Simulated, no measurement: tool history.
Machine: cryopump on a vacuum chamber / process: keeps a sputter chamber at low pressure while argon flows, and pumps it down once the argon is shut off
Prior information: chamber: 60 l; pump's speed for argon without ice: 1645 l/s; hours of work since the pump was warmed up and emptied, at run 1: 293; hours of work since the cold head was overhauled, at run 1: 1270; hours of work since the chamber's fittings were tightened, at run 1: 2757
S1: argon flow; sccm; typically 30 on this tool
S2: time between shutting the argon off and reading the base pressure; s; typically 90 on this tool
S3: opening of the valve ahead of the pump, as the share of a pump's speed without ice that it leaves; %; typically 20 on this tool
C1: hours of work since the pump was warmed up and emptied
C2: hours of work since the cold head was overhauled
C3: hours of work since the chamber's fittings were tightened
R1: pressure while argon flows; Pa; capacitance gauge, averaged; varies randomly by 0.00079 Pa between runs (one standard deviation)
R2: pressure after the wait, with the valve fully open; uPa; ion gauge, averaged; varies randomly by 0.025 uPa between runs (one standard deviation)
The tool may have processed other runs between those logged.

run 1 day=0.000 | S1=30 S2=90 S3=20 | C1=293 C2=1270 C3=2757 | R1=0.1566 R2=2.64
run 2 day=3.679 | S1=30 S2=90 S3=20 | C1=354 C2=1332 C3=2819 | R1=0.1572 R2=2.66
run 3 day=7.162 | S1=52 S2=90 S3=20 | C1=412 C2=1390 C3=2877 | R1=0.2705 R2=2.75
run 4 day=9.246 | S1=30 S2=190 S3=20 | C1=447 C2=1425 C3=2912 | R1=0.1583 R2=2.35
run 5 day=12.333 | S1=30 S2=90 S3=20 | C1=499 C2=1476 C3=2963 | R1=0.1586 R2=2.72
run 6 day=14.933 | S1=30 S2=90 S3=20 | C1=542 C2=1520 C3=3007 | R1=0.1577 R2=2.75
run 7 day=17.304 | S1=30 S2=90 S3=20 | C1=582 C2=1560 C3=3047 | R1=0.1577 R2=2.83
run 8 day=20.521 | S1=30 S2=90 S3=20 | C1=636 C2=1613 C3=3100 | R1=0.1569 R2=2.91
run 9 day=22.346 | S1=30 S2=90 S3=20 | C1=666 C2=1644 C3=3131 | R1=0.1594 R2=3.00
run 10 day=24.833 | S1=30 S2=90 S3=20 | C1=708 C2=1685 C3=3172 | R1=0.1588 R2=2.95
run 11 day=27.038 | S1=30 S2=90 S3=20 | C1=745 C2=1722 C3=3209 | R1=0.1588 R2=3.05
run 12 day=30.204 | S1=30 S2=90 S3=20 | C1=797 C2=1775 C3=3262 | R1=0.1591 R2=3.15
run 13 day=32.171 | S1=30 S2=44 S3=20 | C1=830 C2=1808 C3=3295 | R1=0.1599 R2=3.91
run 14 day=34.050 | S1=30 S2=44 S3=20 | C1=862 C2=1839 C3=3326 | R1=0.1608 R2=3.94
run 15 day=36.462 | S1=30 S2=90 S3=20 | C1=902 C2=1880 C3=3367 | R1=0.1608 R2=3.26
-- day=37.708 pump warmed up, emptied and cooled again
run 16 day=38.825 | S1=30 S2=90 S3=20 | C1=19 C2=1916 C3=3403 | R1=0.1555 R2=2.81
run 17 day=40.725 | S1=15 S2=90 S3=20 | C1=50 C2=1948 C3=3435 | R1=0.0773 R2=2.91
run 18 day=43.654 | S1=15 S2=90 S3=20 | C1=99 C2=1996 C3=3483 | R1=0.0775 R2=2.91
run 19 day=47.292 | S1=18 S2=90 S3=39 | C1=160 C2=2057 C3=3544 | R1=0.0477 R2=3.02
run 20 day=50.850 | S1=18 S2=90 S3=16 | C1=220 C2=2117 C3=3604 | R1=0.1147 R2=3.07
run 21 day=53.038 | S1=18 S2=90 S3=16 | C1=256 C2=2153 C3=3640 | R1=0.1157 R2=3.17
-- day=53.871 leaking fittings of the chamber tightened, without venting
run 22 day=55.429 | S1=12 S2=90 S3=36 | C1=295 C2=2192 C3=26 | R1=0.0346 R2=1.00
run 23 day=57.021 | S1=30 S2=34 S3=17 | C1=321 C2=2218 C3=53 | R1=0.1826 R2=2.19
run 24 day=59.658 | S1=30 S2=34 S3=17 | C1=365 C2=2262 C3=97 | R1=0.1834 R2=2.28
run 25 day=61.196 | S1=30 S2=34 S3=17 | C1=391 C2=2288 C3=122 | R1=0.1837 R2=2.31
run 26 day=63.792 | S1=17 S2=34 S3=30 | C1=434 C2=2332 C3=166 | R1=0.0592 R2=2.41
run 27 day=65.688 | S1=49 S2=235 S3=40 | C1=466 C2=2363 C3=198 | R1=0.1314 R2=0.66
run 28 day=67.554 | S1=49 S2=87 S3=40 | C1=497 C2=2394 C3=229 | R1=0.1316 R2=1.21
run 29 day=71.262 | S1=30 S2=90 S3=34 | C1=559 C2=2456 C3=291 | R1=0.0950 R2=1.19
run 30 day=74.429 | S1=31 S2=31 S3=34 | C1=612 C2=2509 C3=344 | R1=0.0981 R2=2.75
run 31 day=76.329 | S1=14 S2=90 S3=56 | C1=644 C2=2541 C3=375 | R1=0.0276 R2=1.22
run 32 day=78.975 | S1=30 S2=69 S3=20 | C1=688 C2=2585 C3=420 | R1=0.1586 R2=1.48
run 33 day=80.512 | S1=30 S2=69 S3=20 | C1=714 C2=2611 C3=445 | R1=0.1595 R2=1.51

5 options for the next run, each taken on its own from the tool as it stands now. Forecast them:
run A day=82.542 | S1=29 S2=58 S3=44 | C1=748 C2=2645 C3=479 | R1=? R2=?
run B day=82.542 | S1=57 S2=69 S3=20 | C1=748 C2=2645 C3=479 | R1=? R2=?
run C day=82.542 | S1=45 S2=127 S3=26 | C1=748 C2=2645 C3=479 | R1=? R2=?
run D day=82.542 | S1=14 S2=90 S3=20 | C1=748 C2=2645 C3=479 | R1=? R2=?
run E day=82.542 | S1=27 S2=66 S3=20 | C1=748 C2=2645 C3=479 | R1=? R2=?

run=A R1=0.0732 R2=1.76
run=B R1=0.3035 R2=1.58
run=C R1=0.1845 R2=1.11
run=D R1=0.0739 R2=1.30
run=E R1=0.1437 R2=1.58
With the hidden condition removed and each run's random variation left untouched, the same runs would have given:
run=A R1=0.0681 R2=1.39
run=B R1=0.2934 R2=1.20
run=C R1=0.1766 R2=0.75
run=D R1=0.0714 R2=0.94
run=E R1=0.1390 R2=1.22
